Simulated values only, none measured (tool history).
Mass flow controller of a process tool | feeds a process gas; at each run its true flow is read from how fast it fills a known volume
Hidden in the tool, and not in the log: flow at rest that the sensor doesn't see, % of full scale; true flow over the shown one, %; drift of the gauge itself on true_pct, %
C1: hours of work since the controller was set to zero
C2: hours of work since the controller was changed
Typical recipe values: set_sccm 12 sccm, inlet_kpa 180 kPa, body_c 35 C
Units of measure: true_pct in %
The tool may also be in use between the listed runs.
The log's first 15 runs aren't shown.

Run 16, hour 4411.5: usual settings but set_sccm 5 sccm, inlet_kpa 168 kPa; C1 7053; C2 7053. Result: true_pct 98.42 %.
At hour 4561.1: controller's zero set anew.
Run 17, hour 4809.4: usual settings but body_c 25 C; C1 190; C2 7357. Result: true_pct 99.10 %.
Run 18, hour 5214.7: usual settings but body_c 25 C; C1 500; C2 7667. Result: true_pct 99.06 %.
Run 19, hour 5580.8: usual settings but body_c 25 C; C1 780; C2 7947. Result: true_pct 98.98 %.
Run 20, hour 5829.6: usual settings but body_c 25 C; C1 970; C2 8137. Result: true_pct 99.06 %.
Run 21, hour 6195.6: usual settings but set_sccm 7 sccm, body_c 26 C; C1 1250; C2 8417. Result: true_pct 98.51 %.
Run 22, hour 6554.6: usual settings but set_sccm 7 sccm, inlet_kpa 178 kPa, body_c 40 C; C1 1525; C2 8692. Result: true_pct 98.37 %.
Run 23, hour 6756.8: usual settings but inlet_kpa 150 kPa, body_c 31 C; C1 1680; C2 8847. Result: true_pct 98.68 %.
Run 24, hour 7175.3: usual settings but inlet_kpa 150 kPa, body_c 31 C; C1 2000; C2 9167. Result: true_pct 98.84 %.
Run 25, hour 7452.0: usual settings but inlet_kpa 150 kPa, body_c 31 C; C1 2212; C2 9379. Result: true_pct 98.75 %.
Run 26, hour 7682.9: usual settings but set_sccm 7 sccm, body_c 26 C; C1 2388; C2 9555. Result: true_pct 98.59 %.
Run 27, hour 8032.5: usual settings but set_sccm 6 sccm, inlet_kpa 204 kPa; C1 2656; C2 9823. Result: true_pct 98.23 %.
Run 28, hour 8204.0: usual settings but set_sccm 8 sccm, body_c 21 C; C1 2787; C2 9954. Result: true_pct 98.61 %.
Run 29, hour 8459.9: usual settings but set_sccm 17 sccm, body_c 24 C; C1 2983; C2 10150. Result: true_pct 99.13 %.
Run 30, hour 8656.3: usual settings but set_sccm 17 sccm, body_c 24 C; C1 3133; C2 10300. Result: true_pct 99.19 %.
Run 31, hour 9014.4: usual settings but set_sccm 17 sccm, inlet_kpa 206 kPa, body_c 25 C; C1 3407; C2 10574. Result: true_pct 99.19 %.
Run 32, hour 9429.6: usual settings but set_sccm 6 sccm, inlet_kpa 277 kPa, body_c 25 C; C1 3724; C2 10891. Result: true_pct 98.51 %.
Run 33, hour 9603.3: usual settings but set_sccm 3 sccm, inlet_kpa 277 kPa, body_c 31 C; C1 3857; C2 11024. Result: true_pct 98.23 %.
Run 34, hour 9915.8: usual settings but set_sccm 2 sccm, body_c 27 C; C1 4096; C2 11263. Result: true_pct 98.01 %.
Run 35, hour 10275.9: usual settings but set_sccm 19 sccm, inlet_kpa 278 kPa, body_c 25 C; C1 4372; C2 11539. Result: true_pct 99.39 %.
Run 36, hour 10651.9: usual settings but set_sccm 11 sccm, inlet_kpa 151 kPa, body_c 26 C; C1 4659; C2 11826. Result: true_pct 98.53 %.
Run 37, hour 10998.2: usual settings but set_sccm 11 sccm, inlet_kpa 151 kPa, body_c 26 C; C1 4924; C2 12091. Result: true_pct 98.46 %.

Here are 3 independent what-if runs from the current tool condition. What would each one return?
At hour 11071.5: gauge calibrated.
Run A, hour 11269.4: usual settings but set_sccm 4 sccm, inlet_kpa 181 kPa, body_c 21 C; C1 5132; C2 12299. Result: true_pct ?.
At hour 11071.5: gauge calibrated.
Run B, hour 11269.4: usual settings but inlet_kpa 265 kPa, body_c 34 C; C1 5132; C2 12299. Result: true_pct ?.
At hour 11071.5: gauge calibrated.
Run C, hour 11269.4: usual settings but set_sccm 8 sccm; C1 5132; C2 12299. Result: true_pct ?.

run  true_pct
  A     99.00
  B     99.47
  C     98.88
Take away the tool's hidden state, keep each run's random variation, and the runs would have read:
run  true_pct
  A     98.98
  B     99.46
  C     98.88

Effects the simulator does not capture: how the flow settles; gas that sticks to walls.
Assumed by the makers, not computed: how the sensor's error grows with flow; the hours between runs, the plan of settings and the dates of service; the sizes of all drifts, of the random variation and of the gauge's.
